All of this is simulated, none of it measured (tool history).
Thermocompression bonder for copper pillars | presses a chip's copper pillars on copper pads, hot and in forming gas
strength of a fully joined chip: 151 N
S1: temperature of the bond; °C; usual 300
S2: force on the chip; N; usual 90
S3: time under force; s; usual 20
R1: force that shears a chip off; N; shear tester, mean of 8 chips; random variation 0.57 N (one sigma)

run,hour,S1,S2,S3,R1
1,0.0,300,90,20,80.9
2,81.2,300,90,20,79.7
3,124.9,300,90,20,79.7
4,193.8,300,90,20,78.4
5,251.1,300,90,22,79.8
6,289.7,300,90,46,97.7
7,329.9,300,90,46,97.6
8,365.9,300,90,28,84.8
# hour 427.7: forming gas filter changed
9,430.7,299,90,28,91.6
10,506.7,299,90,28,90.6
11,589.6,300,90,20,81.0
12,627.0,300,90,20,80.4
13,667.1,300,97,20,84.0
14,727.3,300,97,20,83.8
15,801.4,300,90,20,78.4
16,868.6,288,90,20,71.3
17,909.8,288,90,20,70.4
18,994.4,282,90,20,65.9
19,1049.7,325,90,20,88.3
# hour 1086.9: forming gas filter changed
20,1103.6,325,90,20,98.0
21,1153.1,330,109,36,125.5
22,1211.8,330,109,36,124.0
23,1270.6,300,101,48,110.5
24,1313.5,316,101,48,117.0
25,1391.6,316,101,48,116.0
26,1431.3,285,70,26,64.7
27,1514.2,300,71,20,66.9
28,1566.9,300,106,20,85.8
29,1628.7,316,70,20,72.8

5 ways to go on from here, each from the tool as it stands after run 29. What would each give?
A,1693.9,273,119,37,?
B,1693.9,323,70,20,?
C,1693.9,292,123,20,?
D,1693.9,287,75,52,?
E,1693.9,326,76,16,?

run,R1
A,88.7
B,75.8
C,86.4
D,83.6
E,76.1
Without the tool's hidden state the same runs would have given:
run,R1
A,96.7
B,82.0
C,94.0
D,90.9
E,82.3
